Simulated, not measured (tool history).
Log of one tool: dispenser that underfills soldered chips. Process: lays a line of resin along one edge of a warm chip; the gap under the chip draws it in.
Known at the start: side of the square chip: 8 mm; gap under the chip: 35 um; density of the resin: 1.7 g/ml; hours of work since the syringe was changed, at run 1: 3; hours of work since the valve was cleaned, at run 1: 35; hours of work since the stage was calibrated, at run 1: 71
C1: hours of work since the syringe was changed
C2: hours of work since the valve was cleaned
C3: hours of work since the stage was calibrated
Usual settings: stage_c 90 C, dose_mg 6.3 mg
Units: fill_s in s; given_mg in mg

{"run": 1, "day": 0.0, "stage_c": 90, "dose_mg": 6.3, "C1": 3, "C2": 35, "C3": 71, "fill_s": 95.4, "given_mg": 6.18}
{"day": 0.45, "done": "new syringe of resin"}
{"run": 2, "day": 0.483, "stage_c": 90, "dose_mg": 6.3, "C1": 0, "C2": 42, "C3": 78, "fill_s": 82.5, "given_mg": 6.08}
{"run": 3, "day": 0.692, "stage_c": 90, "dose_mg": 6.3, "C1": 4, "C2": 45, "C3": 81, "fill_s": 98.4, "given_mg": 6.12}
{"day": 0.8, "done": "dispensing valve cleaned and set on the balance"}
{"run": 4, "day": 0.929, "stage_c": 90, "dose_mg": 6.3, "C1": 6, "C2": 2, "C3": 84, "fill_s": 117.5, "given_mg": 6.27}
{"day": 1.108, "done": "new syringe of resin"}
{"run": 5, "day": 1.296, "stage_c": 90, "dose_mg": 7.64, "C1": 3, "C2": 7, "C3": 89, "fill_s": 93, "given_mg": 7.67}
{"run": 6, "day": 1.608, "stage_c": 94, "dose_mg": 7.64, "C1": 7, "C2": 12, "C3": 93, "fill_s": 103, "given_mg": 7.63}
{"day": 1.725, "done": "new syringe of resin"}
{"run": 7, "day": 1.971, "stage_c": 94, "dose_mg": 7.64, "C1": 4, "C2": 17, "C3": 99, "fill_s": 82.5, "given_mg": 7.51}
{"day": 2.358, "done": "new syringe of resin"}
{"run": 8, "day": 2.383, "stage_c": 78, "dose_mg": 6.3, "C1": 0, "C2": 23, "C3": 105, "fill_s": 136.7, "given_mg": 6.2}
{"run": 9, "day": 2.738, "stage_c": 78, "dose_mg": 6.3, "C1": 6, "C2": 28, "C3": 110, "fill_s": 182.4, "given_mg": 6.2}
{"day": 2.971, "done": "new syringe of resin"}
{"run": 10, "day": 2.988, "stage_c": 78, "dose_mg": 6.3, "C1": 0, "C2": 31, "C3": 113, "fill_s": 133.1, "given_mg": 6.16}
{"run": 11, "day": 3.25, "stage_c": 78, "dose_mg": 7.02, "C1": 4, "C2": 35, "C3": 117, "fill_s": 165.5, "given_mg": 6.91}
{"day": 3.579, "done": "new syringe of resin"}
{"run": 12, "day": 3.6, "stage_c": 90, "dose_mg": 6.3, "C1": 0, "C2": 40, "C3": 122, "fill_s": 81.7, "given_mg": 6.15}
{"run": 13, "day": 3.888, "stage_c": 90, "dose_mg": 6.3, "C1": 5, "C2": 45, "C3": 126, "fill_s": 105.9, "given_mg": 6.1}
{"day": 4.046, "done": "dispensing valve cleaned and set on the balance"}
{"day": 4.242, "done": "new syringe of resin"}
{"run": 14, "day": 4.242, "stage_c": 90, "dose_mg": 6.3, "C1": 0, "C2": 3, "C3": 131, "fill_s": 80.1, "given_mg": 6.31}
{"run": 15, "day": 4.533, "stage_c": 90, "dose_mg": 6.3, "C1": 4, "C2": 7, "C3": 135, "fill_s": 99.2, "given_mg": 6.29}
{"day": 4.858, "done": "new syringe of resin"}
{"run": 16, "day": 5.029, "stage_c": 90, "dose_mg": 6.3, "C1": 3, "C2": 14, "C3": 142, "fill_s": 93.2, "given_mg": 6.17}
{"run": 17, "day": 5.358, "stage_c": 84, "dose_mg": 5.6, "C1": 7, "C2": 19, "C3": 147, "fill_s": 154.3, "given_mg": 5.45}
{"day": 5.496, "done": "new syringe of resin"}
{"run": 18, "day": 5.6, "stage_c": 95, "dose_mg": 7.95, "C1": 2, "C2": 22, "C3": 150, "fill_s": 69.9, "given_mg": 7.81}
{"run": 19, "day": 6.025, "stage_c": 76, "dose_mg": 8, "C1": 8, "C2": 29, "C3": 157, "fill_s": 216.1, "given_mg": 7.82}
{"day": 6.129, "done": "new syringe of resin"}
{"run": 20, "day": 6.438, "stage_c": 76, "dose_mg": 8, "C1": 5, "C2": 34, "C3": 162, "fill_s": 182.7, "given_mg": 7.77}
{"day": 6.733, "done": "new syringe of resin"}
{"run": 21, "day": 6.871, "stage_c": 78, "dose_mg": 6.31, "C1": 2, "C2": 41, "C3": 169, "fill_s": 147, "given_mg": 6.1}
{"day": 7.292, "done": "dispensing valve cleaned and set on the balance"}
{"run": 22, "day": 7.292, "stage_c": 92, "dose_mg": 6.12, "C1": 8, "C2": 0, "C3": 174, "fill_s": 111, "given_mg": 6.12}
{"day": 7.396, "done": "new syringe of resin"}
{"run": 23, "day": 7.688, "stage_c": 78, "dose_mg": 7.4, "C1": 4, "C2": 6, "C3": 180, "fill_s": 163.6, "given_mg": 7.41}
{"day": 8.008, "done": "new syringe of resin"}
{"run": 24, "day": 8.079, "stage_c": 100, "dose_mg": 7.44, "C1": 1, "C2": 11, "C3": 186, "fill_s": 54.6, "given_mg": 7.41}
{"run": 25, "day": 8.467, "stage_c": 90, "dose_mg": 7.11, "C1": 7, "C2": 17, "C3": 191, "fill_s": 114.7, "given_mg": 7.05}
{"day": 8.612, "done": "new syringe of resin"}
{"run": 26, "day": 8.746, "stage_c": 90, "dose_mg": 7.11, "C1": 2, "C2": 21, "C3": 195, "fill_s": 87.4, "given_mg": 7}
{"run": 27, "day": 9.017, "stage_c": 103, "dose_mg": 6.3, "C1": 6, "C2": 25, "C3": 199, "fill_s": 66.5, "given_mg": 6.17}
{"day": 9.221, "done": "new syringe of resin"}
{"run": 28, "day": 9.475, "stage_c": 103, "dose_mg": 6.3, "C1": 4, "C2": 31, "C3": 206, "fill_s": 57.2, "given_mg": 6.18}
{"day": 9.833, "done": "new syringe of resin"}
{"run": 29, "day": 9.904, "stage_c": 103, "dose_mg": 6.3, "C1": 1, "C2": 38, "C3": 212, "fill_s": 49.3, "given_mg": 6.13}
{"run": 30, "day": 10.1, "stage_c": 103, "dose_mg": 6.61, "C1": 4, "C2": 40, "C3": 215, "fill_s": 57.7, "given_mg": 6.48}
{"run": 31, "day": 10.367, "stage_c": 101, "dose_mg": 6.24, "C1": 8, "C2": 44, "C3": 219, "fill_s": 78, "given_mg": 6.03}
{"day": 10.45, "done": "new syringe of resin"}
{"day": 10.554, "done": "dispensing valve cleaned and set on the balance"}
{"run": 32, "day": 10.642, "stage_c": 101, "dose_mg": 6.24, "C1": 2, "C2": 1, "C3": 222, "fill_s": 55.6, "given_mg": 6.22}

Hidden state at the last listed run before each entry between runs and at the first one after, where it differs:
Between runs 1 and 2: new syringe of resin (day 0.45)
  resin's viscosity, % of fresh resin's: 118.8 -> 102.7; dose that the valve gives, % of what is set: 97.46 -> 96.96; true chip temperature over the reading, C: 0.64 -> 0.69
  measured less the result without the state, fill_s: +13.3 -> +0.1 s; given_mg: -0.16 -> -0.19 mg
Between runs 3 and 4: dispensing valve cleaned and set on the balance (day 0.8)
  resin's viscosity, % of fresh resin's: 121.9 -> 142.7; dose that the valve gives, % of what is set: 96.77 -> 100.08; true chip temperature over the reading, C: 0.71 -> 0.73
  measured less the result without the state, fill_s: +15.6 -> +32.5 s; given_mg: -0.21 -> +0.01 mg
Between runs 4 and 5: new syringe of resin (day 1.108)
  resin's viscosity, % of fresh resin's: 142.7 -> 117.8; dose that the valve gives, % of what is set: 100.08 -> 99.7; true chip temperature over the reading, C: 0.73 -> 0.76
  measured less the result without the state, fill_s: +32.5 -> +11.6 s; given_mg: +0.01 -> -0.02 mg
Between runs 6 and 7: new syringe of resin (day 1.725)
  resin's viscosity, % of fresh resin's: 151.7 -> 122.6; dose that the valve gives, % of what is set: 99.36 -> 98.99; true chip temperature over the reading, C: 0.79 -> 0.82
  measured less the result without the state, fill_s: +33 -> +12.9 s; given_mg: -0.05 -> -0.08 mg
Between runs 7 and 8: new syringe of resin (day 2.358)
  resin's viscosity, % of fresh resin's: 122.6 -> 102.3; dose that the valve gives, % of what is set: 98.99 -> 98.6; true chip temperature over the reading, C: 0.82 -> 0.86
  measured less the result without the state, fill_s: +12.9 -> -1.8 s; given_mg: -0.08 -> -0.09 mg
Between runs 9 and 10: new syringe of resin (day 2.971)
  resin's viscosity, % of fresh resin's: 136.3 -> 100.8; dose that the valve gives, % of what is set: 98.26 -> 98.03; true chip temperature over the reading, C: 0.89 -> 0.91
  measured less the result without the state, fill_s: +43.4 -> -4 s; given_mg: -0.11 -> -0.12 mg
Between runs 11 and 12: new syringe of resin (day 3.579)
  resin's viscosity, % of fresh resin's: 124.6 -> 102.8; dose that the valve gives, % of what is set: 97.74 -> 97.39; true chip temperature over the reading, C: 0.94 -> 0.97
  measured less the result without the state, fill_s: +27.3 -> -0.8 s; given_mg: -0.16 -> -0.16 mg
Between runs 13 and 14: dispensing valve cleaned and set on the balance (day 4.046); new syringe of resin (day 4.242)
  resin's viscosity, % of fresh resin's: 130 -> 99.5; dose that the valve gives, % of what is set: 97.09 -> 99.69; true chip temperature over the reading, C: 1 -> 1.03
  measured less the result without the state, fill_s: +21.3 -> -3.8 s; given_mg: -0.19 -> -0.02 mg
Between runs 15 and 16: new syringe of resin (day 4.858)
  resin's viscosity, % of fresh resin's: 126.1 -> 115.3; dose that the valve gives, % of what is set: 99.38 -> 98.88; true chip temperature over the reading, C: 1.06 -> 1.11
  measured less the result without the state, fill_s: +17.1 -> +8.7 s; given_mg: -0.04 -> -0.07 mg
Between runs 17 and 18: new syringe of resin (day 5.496)
  resin's viscosity, % of fresh resin's: 150.7 -> 108.4; dose that the valve gives, % of what is set: 98.56 -> 98.31; true chip temperature over the reading, C: 1.14 -> 1.16
  measured less the result without the state, fill_s: +47.1 -> +2.3 s; given_mg: -0.08 -> -0.14 mg
Between runs 19 and 20: new syringe of resin (day 6.129)
  resin's viscosity, % of fresh resin's: 152.7 -> 129.1; dose that the valve gives, % of what is set: 97.9 -> 97.47; true chip temperature over the reading, C: 1.21 -> 1.25
  measured less the result without the state, fill_s: +66.7 -> +33.2 s; given_mg: -0.17 -> -0.2 mg
Between runs 20 and 21: new syringe of resin (day 6.733)
  resin's viscosity, % of fresh resin's: 129.1 -> 112.7; dose that the valve gives, % of what is set: 97.47 -> 97.01; true chip temperature over the reading, C: 1.25 -> 1.29
  measured less the result without the state, fill_s: +33.2 -> +9.4 s; given_mg: -0.2 -> -0.19 mg
Between runs 21 and 22: dispensing valve cleaned and set on the balance (day 7.292)
  resin's viscosity, % of fresh resin's: 112.7 -> 153; dose that the valve gives, % of what is set: 97.01 -> 100.27; true chip temperature over the reading, C: 1.29 -> 1.33
  measured less the result without the state, fill_s: +9.4 -> +34.3 s; given_mg: -0.19 -> +0.02 mg
Between runs 22 and 23: new syringe of resin (day 7.396)
  resin's viscosity, % of fresh resin's: 153 -> 128.1; dose that the valve gives, % of what is set: 100.27 -> 99.89; true chip temperature over the reading, C: 1.33 -> 1.37
  measured less the result without the state, fill_s: +34.3 -> +27.9 s; given_mg: +0.02 -> +0 mg
Between runs 23 and 24: new syringe of resin (day 8.008)
  resin's viscosity, % of fresh resin's: 128.1 -> 105.5; dose that the valve gives, % of what is set: 99.89 -> 99.51; true chip temperature over the reading, C: 1.37 -> 1.4
  measured less the result without the state, fill_s: +27.9 -> +0 s; given_mg: +0 -> -0.04 mg
Between runs 25 and 26: new syringe of resin (day 8.612)
  resin's viscosity, % of fresh resin's: 144 -> 112.7; dose that the valve gives, % of what is set: 99.09 -> 98.8; true chip temperature over the reading, C: 1.44 -> 1.47
  measured less the result without the state, fill_s: +30.2 -> +5 s; given_mg: -0.06 -> -0.09 mg
Between runs 27 and 28: new syringe of resin (day 9.221)
  resin's viscosity, % of fresh resin's: 140.2 -> 122; dose that the valve gives, % of what is set: 98.51 -> 98.04; true chip temperature over the reading, C: 1.49 -> 1.53
  measured less the result without the state, fill_s: +16.4 -> +7.5 s; given_mg: -0.09 -> -0.12 mg
Between runs 28 and 29: new syringe of resin (day 9.833)
  resin's viscosity, % of fresh resin's: 122 -> 105.7; dose that the valve gives, % of what is set: 98.04 -> 97.62; true chip temperature over the reading, C: 1.53 -> 1.58
  measured less the result without the state, fill_s: +7.5 -> -0.2 s; given_mg: -0.12 -> -0.15 mg
Between runs 31 and 32: new syringe of resin (day 10.45); dispensing valve cleaned and set on the balance (day 10.554)
  resin's viscosity, % of fresh resin's: 153.4 -> 112.3; dose that the valve gives, % of what is set: 97.13 -> 99.9; true chip temperature over the reading, C: 1.63 -> 1.65
  measured less the result without the state, fill_s: +24.1 -> +2.8 s; given_mg: -0.18 -> -0.01 mg
